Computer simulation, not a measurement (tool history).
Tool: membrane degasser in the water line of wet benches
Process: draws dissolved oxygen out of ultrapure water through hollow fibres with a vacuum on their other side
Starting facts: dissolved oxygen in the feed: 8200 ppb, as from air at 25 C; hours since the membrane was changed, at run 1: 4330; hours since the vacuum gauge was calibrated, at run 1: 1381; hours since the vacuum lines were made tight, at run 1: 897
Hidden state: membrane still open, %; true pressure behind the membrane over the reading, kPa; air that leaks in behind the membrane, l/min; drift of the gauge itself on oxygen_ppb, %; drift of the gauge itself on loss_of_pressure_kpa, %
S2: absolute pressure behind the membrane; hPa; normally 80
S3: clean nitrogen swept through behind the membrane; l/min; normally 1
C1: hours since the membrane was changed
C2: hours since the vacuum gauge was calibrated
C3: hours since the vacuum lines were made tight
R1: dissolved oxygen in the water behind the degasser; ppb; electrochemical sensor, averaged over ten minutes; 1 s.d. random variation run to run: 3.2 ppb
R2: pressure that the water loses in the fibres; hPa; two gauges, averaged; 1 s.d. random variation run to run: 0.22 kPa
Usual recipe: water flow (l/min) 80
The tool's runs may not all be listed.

{"run": 1, "hour": 0.0, "water flow (l/min)": 80, "S2": 80, "S3": 1, "C1": 4330, "C2": 1381, "C3": 897, "R1": 651.8, "R2": 642.1}
{"run": 2, "hour": 133.2, "water flow (l/min)": 80, "S2": 80, "S3": 1, "C1": 4463, "C2": 1515, "C3": 1030, "R1": 646.2, "R2": 637.6}
{"run": 3, "hour": 192.0, "water flow (l/min)": 80, "S2": 80, "S3": 1, "C1": 4522, "C2": 1573, "C3": 1089, "R1": 652.9, "R2": 642.7}
{"run": 4, "hour": 300.1, "water flow (l/min)": 80, "S2": 156.5, "S3": 1, "C1": 4630, "C2": 1681, "C3": 1197, "R1": 1494.4, "R2": 637.9}
{"run": 5, "hour": 361.7, "water flow (l/min)": 80, "S2": 156.5, "S3": 1, "C1": 4691, "C2": 1743, "C3": 1259, "R1": 1491.9, "R2": 640.6}
{"run": 6, "hour": 471.9, "water flow (l/min)": 80, "S2": 156.5, "S3": 1, "C1": 4801, "C2": 1853, "C3": 1369, "R1": 1481.8, "R2": 639.9}
{"run": 7, "hour": 544.6, "water flow (l/min)": 80, "S2": 109.1, "S3": 1, "C1": 4874, "C2": 1926, "C3": 1442, "R1": 984.7, "R2": 640.9}
{"run": 8, "hour": 651.0, "water flow (l/min)": 80, "S2": 109.1, "S3": 1, "C1": 4981, "C2": 2032, "C3": 1548, "R1": 988.5, "R2": 643.3}
{"run": 9, "hour": 783.8, "water flow (l/min)": 105, "S2": 68.7, "S3": 0.9, "C1": 5113, "C2": 2165, "C3": 1681, "R1": 669.3, "R2": 837.9}
{"run": 10, "hour": 853.0, "water flow (l/min)": 85, "S2": 68.7, "S3": 0.9, "C1": 5183, "C2": 2234, "C3": 1750, "R1": 571.9, "R2": 680}
{"run": 11, "hour": 950.2, "water flow (l/min)": 88, "S2": 79, "S3": 1, "C1": 5280, "C2": 2332, "C3": 1847, "R1": 683.7, "R2": 707.4}
{"run": 12, "hour": 1019.2, "water flow (l/min)": 64, "S2": 80, "S3": 1, "C1": 5349, "C2": 2401, "C3": 1916, "R1": 545, "R2": 514.7}
{"run": 13, "hour": 1118.3, "water flow (l/min)": 86, "S2": 72.6, "S3": 0.5, "C1": 5448, "C2": 2500, "C3": 2015, "R1": 842.5, "R2": 690.6}
{"run": 14, "hour": 1219.7, "water flow (l/min)": 86, "S2": 72.6, "S3": 0.5, "C1": 5549, "C2": 2601, "C3": 2117, "R1": 845.2, "R2": 692.9}
{"run": 15, "hour": 1294.8, "water flow (l/min)": 86, "S2": 72.6, "S3": 0.5, "C1": 5624, "C2": 2676, "C3": 2192, "R1": 849.2, "R2": 690.1}
{"run": 16, "hour": 1379.1, "water flow (l/min)": 113, "S2": 80, "S3": 0.74, "C1": 5709, "C2": 2760, "C3": 2276, "R1": 967.1, "R2": 912.4}

Each row is a separate what-if for the run after 16, all from the same tool condition, not one after another. Results?
{"run": "A", "hour": 1490.8, "water flow (l/min)": 80, "S2": 83.2, "S3": 1, "C1": 5820, "C2": 2872, "C3": 2388, "R1": "?", "R2": "?"}
{"run": "B", "hour": 1490.8, "water flow (l/min)": 51, "S2": 80, "S3": 0.74, "C1": 5820, "C2": 2872, "C3": 2388, "R1": "?", "R2": "?"}
{"run": "C", "hour": 1490.8, "water flow (l/min)": 74, "S2": 190.2, "S3": 1.27, "C1": 5820, "C2": 2872, "C3": 2388, "R1": "?", "R2": "?"}
{"run": "D", "hour": 1490.8, "water flow (l/min)": 119, "S2": 150.4, "S3": 1.71, "C1": 5820, "C2": 2872, "C3": 2388, "R1": "?", "R2": "?"}
{"run": "E", "hour": 1490.8, "water flow (l/min)": 113, "S2": 80, "S3": 1.6, "C1": 5820, "C2": 2872, "C3": 2388, "R1": "?", "R2": "?"}

run=A R1=686.7 R2=639.9
run=B R1=566.3 R2=410.2
run=C R1=1504.9 R2=591.6
run=D R1=1356.1 R2=956.4
run=E R1=652.3 R2=901.4
Stripped of hidden state, with their random variation kept, the same runs would have yielded:
run=A R1=686.3 R2=639.6
run=B R1=566 R2=410
run=C R1=1504.6 R2=591.4
run=D R1=1355.7 R2=956.1
run=E R1=651.8 R2=901.1

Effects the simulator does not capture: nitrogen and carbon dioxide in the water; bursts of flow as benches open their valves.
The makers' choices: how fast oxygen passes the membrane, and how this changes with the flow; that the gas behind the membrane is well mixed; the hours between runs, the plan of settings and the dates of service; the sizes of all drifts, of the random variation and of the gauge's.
